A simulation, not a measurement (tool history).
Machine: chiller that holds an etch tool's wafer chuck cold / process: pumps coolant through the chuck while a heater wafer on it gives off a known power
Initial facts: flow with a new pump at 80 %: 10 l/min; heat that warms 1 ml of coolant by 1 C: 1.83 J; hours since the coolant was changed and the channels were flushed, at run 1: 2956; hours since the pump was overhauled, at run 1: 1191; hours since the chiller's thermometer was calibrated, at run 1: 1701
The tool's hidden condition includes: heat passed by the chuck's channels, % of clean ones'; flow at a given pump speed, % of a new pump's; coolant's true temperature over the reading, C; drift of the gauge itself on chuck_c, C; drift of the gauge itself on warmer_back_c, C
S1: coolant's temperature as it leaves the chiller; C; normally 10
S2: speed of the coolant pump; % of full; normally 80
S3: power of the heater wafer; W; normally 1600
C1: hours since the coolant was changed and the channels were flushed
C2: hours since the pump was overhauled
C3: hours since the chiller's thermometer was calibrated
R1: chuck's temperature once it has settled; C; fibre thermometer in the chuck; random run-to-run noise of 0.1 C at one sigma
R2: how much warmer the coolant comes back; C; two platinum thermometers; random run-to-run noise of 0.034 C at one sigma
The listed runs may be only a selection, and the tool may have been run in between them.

run 1 hour=0.0 | S1=10 S2=80 S3=1600 | C1=2956 C2=1191 C3=1701 | R1=20.9 R2=5.37
run 2 hour=20.6 | S1=13 S2=80 S3=1600 | C1=2976 C2=1212 C3=1722 | R1=24.0 R2=5.30
run 3 hour=55.2 | S1=10 S2=80 S3=1600 | C1=3011 C2=1246 C3=1756 | R1=20.9 R2=5.40
run 4 hour=86.7 | S1=10 S2=80 S3=1600 | C1=3043 C2=1278 C3=1788 | R1=21.0 R2=5.33
run 5 hour=103.4 | S1=10 S2=80 S3=1600 | C1=3059 C2=1294 C3=1804 | R1=21.1 R2=5.34
run 6 hour=131.9 | S1=10 S2=80 S3=1600 | C1=3088 C2=1323 C3=1833 | R1=21.1 R2=5.36
run 7 hour=167.6 | S1=10 S2=80 S3=1600 | C1=3123 C2=1358 C3=1868 | R1=21.0 R2=5.32
run 8 hour=194.9 | S1=10 S2=80 S3=1008 | C1=3151 C2=1386 C3=1896 | R1=16.9 R2=3.40
run 9 hour=216.3 | S1=10 S2=80 S3=1189 | C1=3172 C2=1407 C3=1917 | R1=18.2 R2=3.97
run 10 hour=253.3 | S1=10 S2=80 S3=1189 | C1=3209 C2=1444 C3=1954 | R1=18.0 R2=3.98
run 11 hour=282.0 | S1=10 S2=80 S3=1600 | C1=3238 C2=1473 C3=1983 | R1=21.0 R2=5.34
run 12 hour=315.0 | S1=10 S2=80 S3=1600 | C1=3271 C2=1506 C3=2016 | R1=21.1 R2=5.36
run 13 hour=346.1 | S1=10 S2=80 S3=1346 | C1=3302 C2=1537 C3=2047 | R1=19.3 R2=4.56
run 14 hour=380.1 | S1=10 S2=80 S3=1346 | C1=3336 C2=1571 C3=2081 | R1=19.2 R2=4.48
run 15 hour=407.1 | S1=10 S2=80 S3=2139 | C1=3363 C2=1598 C3=2108 | R1=24.8 R2=7.21
run 16 hour=439.7 | S1=10 S2=80 S3=2139 | C1=3396 C2=1631 C3=2141 | R1=24.9 R2=7.29
run 17 hour=473.9 | S1=10 S2=80 S3=2392 | C1=3430 C2=1665 C3=2175 | R1=26.8 R2=8.06
run 18 hour=496.7 | S1=10 S2=80 S3=2392 | C1=3452 C2=1688 C3=2198 | R1=26.7 R2=8.06
run 19 hour=522.4 | S1=16 S2=66 S3=2392 | C1=3478 C2=1713 C3=2223 | R1=35.1 R2=9.84
run 20 hour=549.4 | S1=10 S2=72 S3=1600 | C1=3505 C2=1740 C3=2250 | R1=22.0 R2=6.02
-- hour=557.9 coolant pump overhauled
run 21 hour=573.5 | S1=10 S2=84 S3=1220 | C1=3524 C2=16 C3=2269 | R1=18.2 R2=3.98
run 22 hour=593.3 | S1=10 S2=84 S3=1220 | C1=3544 C2=35 C3=2289 | R1=18.1 R2=3.96
run 23 hour=619.8 | S1=0 S2=84 S3=1000 | C1=3571 C2=62 C3=2316 | R1=6.8 R2=3.24
-- hour=633.6 coolant pump overhauled, once more
run 24 hour=650.0 | S1=6 S2=80 S3=1022 | C1=3596 C2=16 C3=2341 | R1=12.8 R2=3.39
run 25 hour=682.5 | S1=10 S2=66 S3=1600 | C1=3628 C2=49 C3=2373 | R1=22.5 R2=6.52
run 26 hour=708.3 | S1=10 S2=97 S3=1562 | C1=3654 C2=75 C3=2399 | R1=19.5 R2=4.17
run 27 hour=736.6 | S1=10 S2=85 S3=1973 | C1=3682 C2=103 C3=2427 | R1=23.0 R2=6.06
run 28 hour=768.4 | S1=10 S2=85 S3=1973 | C1=3714 C2=135 C3=2459 | R1=23.0 R2=6.14
run 29 hour=786.2 | S1=10 S2=85 S3=1973 | C1=3732 C2=153 C3=2477 | R1=23.0 R2=6.10
run 30 hour=811.5 | S1=15 S2=93 S3=1624 | C1=3757 C2=178 C3=2502 | R1=25.0 R2=4.57
run 31 hour=848.0 | S1=6 S2=69 S3=1600 | C1=3794 C2=214 C3=2539 | R1=18.2 R2=6.27
run 32 hour=881.2 | S1=10 S2=92 S3=1197 | C1=3827 C2=248 C3=2572 | R1=17.5 R2=3.39

The next listed run, before its measurement:
run 33 hour=903.4 | S1=12 S2=80 S3=2063 | C1=3849 C2=270 C3=2594 | R1=? R2=?

{"run 33": {"R1": 26.4, "R2": 6.85}}
Minus the tool's unlogged condition, the same run would have read R1 25.7 C, R2 6.77 C.
